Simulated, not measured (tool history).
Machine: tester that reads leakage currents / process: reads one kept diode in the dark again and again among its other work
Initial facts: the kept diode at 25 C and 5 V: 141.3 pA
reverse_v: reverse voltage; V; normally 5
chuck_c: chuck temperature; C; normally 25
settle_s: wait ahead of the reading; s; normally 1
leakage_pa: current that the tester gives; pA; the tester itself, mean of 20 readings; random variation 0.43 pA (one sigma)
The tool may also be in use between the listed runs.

| run | hour | reverse_v | chuck_c | settle_s | leakage_pa |
|---|---|---|---|---|---|
| 1 | 0 | 5 | 25 | 1 | 147.02 |
| 2 | 80.1 | 5 | 25 | 1 | 147.98 |
| 3 | 248.9 | 5 | 25 | 1 | 149.55 |
| 4 | 386.2 | 5 | 25 | 1 | 149.49 |
| 5 | 501.6 | 5 | 25 | 1 | 150.76 |
| 6 | 646.5 | 5 | 25 | 1 | 151.1 |
| 7 | 721.6 | 5 | 25 | 1 | 152.45 |
| 8 | 888.9 | 5 | 25 | 1 | 153.62 |
| 9 | 998.9 | 5 | 25 | 0.77 | 153.89 |
| 10 | 1149.5 | 5 | 41 | 0.77 | 440.74 |
| 11 | 1267.9 | 5 | 25 | 0.52 | 157.62 |
| 12 | 1399.1 | 5 | 25 | 0.52 | 157.87 |
| 13 | 1564.1 | 5 | 25 | 0.52 | 158.97 |
| 14 | 1697.8 | 5 | 25 | 0.52 | 160.27 |
| 15 | 1816.9 | 5 | 25 | 0.52 | 160.67 |
|  | 1871.3 | probe card cleaned and baked |
| 16 | 1903.3 | 5 | 25 | 0.52 | 150.29 |
| 17 | 2007.4 | 5 | 58 | 1 | 1243.07 |
| 18 | 2134 | 5 | 26 | 1 | 161.9 |
| 19 | 2268.5 | 5 | 42 | 1 | 475.59 |
| 20 | 2354.6 | 5 | 25 | 1 | 151.29 |
| 21 | 2446 | 1.31 | 21 | 1.35 | 61.31 |
| 22 | 2528.1 | 1.31 | 21 | 1.35 | 62.09 |
| 23 | 2632 | 3.28 | 25 | 1 | 127.11 |
|  | 2690.4 | chuck's temperature calibrated |
| 24 | 2745.4 | 3.56 | 25 | 5.59 | 120.99 |
| 25 | 2880.3 | 5.79 | 48 | 0.38 | 698.59 |
| 26 | 2966.6 | 5.79 | 34 | 0.63 | 286.07 |
| 27 | 3087 | 18.14 | 34 | 0.63 | 490.31 |
| 28 | 3201.6 | 7.08 | 26 | 0.63 | 185.24 |
| 29 | 3359.3 | 3.17 | 58 | 4.91 | 974.57 |
| 30 | 3454.9 | 2.81 | 25 | 0.54 | 112.47 |
| 31 | 3541.7 | 2.81 | 25 | 0.54 | 113.85 |
| 32 | 3683.1 | 1.09 | 50 | 4.65 | 374.94 |
| 33 | 3811.8 | 14.74 | 25 | 7.09 | 252.23 |
|  | 3868.7 | tester calibrated |
| 34 | 3978.4 | 14.44 | 45 | 5.83 | 929.11 |
| 35 | 4112.9 | 1.05 | 31 | 0.77 | 110.75 |
| 36 | 4201.1 | 1.1 | 48 | 5.93 | 342.07 |
| 37 | 4366.8 | 2.12 | 25 | 1 | 103.68 |
| 38 | 4462.2 | 2.12 | 25 | 1 | 103.76 |
| 39 | 4596.3 | 3.41 | 25 | 8.47 | 130.29 |
| 40 | 4720.5 | 1.73 | 32 | 8.3 | 152.6 |

Branching from run 40: 3 alternative next runs. What would each branch give?
| A | 4883.4 | 4.31 | 25 | 0.44 | ? |
| B | 4883.4 | 2.41 | 35 | 8.3 | ? |
| C | 4883.4 | 5 | 24 | 1 | ? |

| run | leakage_pa |
|---|---|
| A | 149.67 |
| B | 219.02 |
| C | 149.62 |
With the hidden condition removed and each run's random variation left untouched, the same runs would have given:
| run | leakage_pa |
|---|---|
| A | 134.15 |
| B | 203.28 |
| C | 132.84 |
